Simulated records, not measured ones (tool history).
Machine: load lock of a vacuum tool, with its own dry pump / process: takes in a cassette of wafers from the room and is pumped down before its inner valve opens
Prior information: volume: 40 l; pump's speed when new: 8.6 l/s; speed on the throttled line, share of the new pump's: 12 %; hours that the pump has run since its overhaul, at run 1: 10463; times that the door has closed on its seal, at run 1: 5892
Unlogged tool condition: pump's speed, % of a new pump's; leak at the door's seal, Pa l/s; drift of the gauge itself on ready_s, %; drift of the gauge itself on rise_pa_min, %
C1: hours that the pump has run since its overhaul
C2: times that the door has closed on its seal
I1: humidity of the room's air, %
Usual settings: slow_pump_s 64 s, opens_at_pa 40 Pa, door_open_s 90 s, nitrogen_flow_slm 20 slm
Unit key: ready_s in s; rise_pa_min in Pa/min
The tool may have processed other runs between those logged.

run 1 hour=0.0 | slow_pump_s=64 opens_at_pa=40 door_open_s=90 nitrogen_flow_slm=20 | C1=10463 C2=5892 | I1=43.5 | ready_s=95.5 rise_pa_min=0.104
run 2 hour=190.3 | slow_pump_s=64 opens_at_pa=40 door_open_s=90 nitrogen_flow_slm=20 | C1=10653 C2=6119 | I1=43.9 | ready_s=95.7 rise_pa_min=0.110
run 3 hour=336.4 | slow_pump_s=64 opens_at_pa=40 door_open_s=90 nitrogen_flow_slm=20 | C1=10799 C2=6293 | I1=41.6 | ready_s=96.4 rise_pa_min=0.114
run 4 hour=610.9 | slow_pump_s=71 opens_at_pa=40 door_open_s=90 nitrogen_flow_slm=20 | C1=11074 C2=6620 | I1=46.6 | ready_s=102.1 rise_pa_min=0.111
run 5 hour=743.3 | slow_pump_s=71 opens_at_pa=40 door_open_s=90 nitrogen_flow_slm=20 | C1=11206 C2=6778 | I1=44.0 | ready_s=100.1 rise_pa_min=0.122
run 6 hour=984.1 | slow_pump_s=71 opens_at_pa=40 door_open_s=90 nitrogen_flow_slm=20 | C1=11447 C2=7065 | I1=42.0 | ready_s=101.2 rise_pa_min=0.124
run 7 hour=1174.2 | slow_pump_s=64 opens_at_pa=40 door_open_s=90 nitrogen_flow_slm=12 | C1=11637 C2=7291 | I1=44.9 | ready_s=96.8 rise_pa_min=0.138
run 8 hour=1300.3 | slow_pump_s=64 opens_at_pa=40 door_open_s=90 nitrogen_flow_slm=7 | C1=11763 C2=7442 | I1=43.6 | ready_s=96.5 rise_pa_min=0.137
run 9 hour=1497.5 | slow_pump_s=64 opens_at_pa=41 door_open_s=90 nitrogen_flow_slm=7 | C1=11960 C2=7677 | I1=43.3 | ready_s=96.0 rise_pa_min=0.148
-- hour=1642.0 dry pump taken out, an overhauled one fitted
run 10 hour=1773.1 | slow_pump_s=64 opens_at_pa=41 door_open_s=90 nitrogen_flow_slm=7 | C1=131 C2=7998 | I1=46.9 | ready_s=92.6 rise_pa_min=0.153
run 11 hour=1977.3 | slow_pump_s=64 opens_at_pa=75 door_open_s=90 nitrogen_flow_slm=20 | C1=335 C2=8241 | I1=44.0 | ready_s=89.9 rise_pa_min=0.141
run 12 hour=2101.1 | slow_pump_s=34 opens_at_pa=40 door_open_s=90 nitrogen_flow_slm=20 | C1=459 C2=8389 | I1=43.9 | ready_s=66.5 rise_pa_min=0.140
run 13 hour=2288.9 | slow_pump_s=64 opens_at_pa=40 door_open_s=90 nitrogen_flow_slm=20 | C1=647 C2=8613 | I1=44.2 | ready_s=92.0 rise_pa_min=0.146
run 14 hour=2485.4 | slow_pump_s=64 opens_at_pa=40 door_open_s=90 nitrogen_flow_slm=20 | C1=843 C2=8847 | I1=44.0 | ready_s=93.4 rise_pa_min=0.154
run 15 hour=2676.3 | slow_pump_s=64 opens_at_pa=40 door_open_s=74 nitrogen_flow_slm=20 | C1=1034 C2=9074 | I1=44.3 | ready_s=92.1 rise_pa_min=0.156
run 16 hour=2945.2 | slow_pump_s=64 opens_at_pa=40 door_open_s=74 nitrogen_flow_slm=20 | C1=1303 C2=9395 | I1=44.7 | ready_s=93.3 rise_pa_min=0.166
run 17 hour=3172.4 | slow_pump_s=64 opens_at_pa=40 door_open_s=74 nitrogen_flow_slm=20 | C1=1530 C2=9665 | I1=42.7 | ready_s=93.7 rise_pa_min=0.168
run 18 hour=3322.2 | slow_pump_s=64 opens_at_pa=63 door_open_s=74 nitrogen_flow_slm=26 | C1=1680 C2=9844 | I1=45.7 | ready_s=90.3 rise_pa_min=0.169
run 19 hour=3451.2 | slow_pump_s=48 opens_at_pa=40 door_open_s=90 nitrogen_flow_slm=6 | C1=1809 C2=9998 | I1=42.1 | ready_s=79.3 rise_pa_min=0.188
run 20 hour=3693.4 | slow_pump_s=53 opens_at_pa=40 door_open_s=97 nitrogen_flow_slm=9 | C1=2051 C2=10286 | I1=42.8 | ready_s=82.6 rise_pa_min=0.193
run 21 hour=3871.9 | slow_pump_s=32 opens_at_pa=40 door_open_s=45 nitrogen_flow_slm=9 | C1=2230 C2=10499 | I1=42.8 | ready_s=65.3 rise_pa_min=0.184
run 22 hour=4110.7 | slow_pump_s=32 opens_at_pa=40 door_open_s=45 nitrogen_flow_slm=9 | C1=2469 C2=10784 | I1=49.7 | ready_s=64.7 rise_pa_min=0.188
run 23 hour=4223.5 | slow_pump_s=32 opens_at_pa=40 door_open_s=72 nitrogen_flow_slm=36 | C1=2581 C2=10918 | I1=44.2 | ready_s=65.0 rise_pa_min=0.186
run 24 hour=4473.0 | slow_pump_s=32 opens_at_pa=40 door_open_s=72 nitrogen_flow_slm=36 | C1=2831 C2=11215 | I1=45.3 | ready_s=65.6 rise_pa_min=0.196
run 25 hour=4723.9 | slow_pump_s=32 opens_at_pa=40 door_open_s=72 nitrogen_flow_slm=36 | C1=3082 C2=11514 | I1=47.5 | ready_s=65.1 rise_pa_min=0.201
run 26 hour=4854.5 | slow_pump_s=47 opens_at_pa=39 door_open_s=92 nitrogen_flow_slm=5 | C1=3212 C2=11670 | I1=44.6 | ready_s=78.8 rise_pa_min=0.234
run 27 hour=5090.4 | slow_pump_s=114 opens_at_pa=57 door_open_s=205 nitrogen_flow_slm=29 | C1=3448 C2=11951 | I1=45.4 | ready_s=136.6 rise_pa_min=0.234
run 28 hour=5201.9 | slow_pump_s=64 opens_at_pa=55 door_open_s=90 nitrogen_flow_slm=20 | C1=3560 C2=12084 | I1=46.2 | ready_s=93.1 rise_pa_min=0.231
run 29 hour=5402.2 | slow_pump_s=64 opens_at_pa=55 door_open_s=212 nitrogen_flow_slm=6 | C1=3760 C2=12323 | I1=43.0 | ready_s=93.2 rise_pa_min=0.283
run 30 hour=5639.4 | slow_pump_s=64 opens_at_pa=55 door_open_s=212 nitrogen_flow_slm=6 | C1=3997 C2=12605 | I1=44.9 | ready_s=92.2 rise_pa_min=0.304
run 31 hour=5874.1 | slow_pump_s=64 opens_at_pa=55 door_open_s=212 nitrogen_flow_slm=6 | C1=4232 C2=12885 | I1=43.5 | ready_s=92.2 rise_pa_min=0.290
run 32 hour=6045.6 | slow_pump_s=64 opens_at_pa=40 door_open_s=74 nitrogen_flow_slm=30 | C1=4404 C2=13089 | I1=39.7 | ready_s=93.5 rise_pa_min=0.232

A few steps of ready_s between consecutive runs. Split each: what settings, incoming material and random variation would produce without the hidden state, and what is left over for the hidden state, along with gauge scatter present in only one of the two compared results (measured, and without hidden state):
Run 9 -> 10: dry pump taken out, an overhauled one fitted. ready_s -3.4 s: hidden state -3.8, all else +0.4.
Run 12 -> 13: slow_pump_s 34 -> 64. ready_s +25.5 s: hidden state +0.1, all else +25.4.
Run 26 -> 27: slow_pump_s 47 -> 114, opens_at_pa 39 -> 57, door_open_s 92 -> 205, nitrogen_flow_slm 5 -> 29. ready_s +57.8 s: hidden state -0.4, all else +58.2.
Run 27 -> 28: slow_pump_s 114 -> 64, opens_at_pa 57 -> 55, door_open_s 205 -> 90, nitrogen_flow_slm 29 -> 20. ready_s -43.5 s: hidden state +0.3, all else -43.8.

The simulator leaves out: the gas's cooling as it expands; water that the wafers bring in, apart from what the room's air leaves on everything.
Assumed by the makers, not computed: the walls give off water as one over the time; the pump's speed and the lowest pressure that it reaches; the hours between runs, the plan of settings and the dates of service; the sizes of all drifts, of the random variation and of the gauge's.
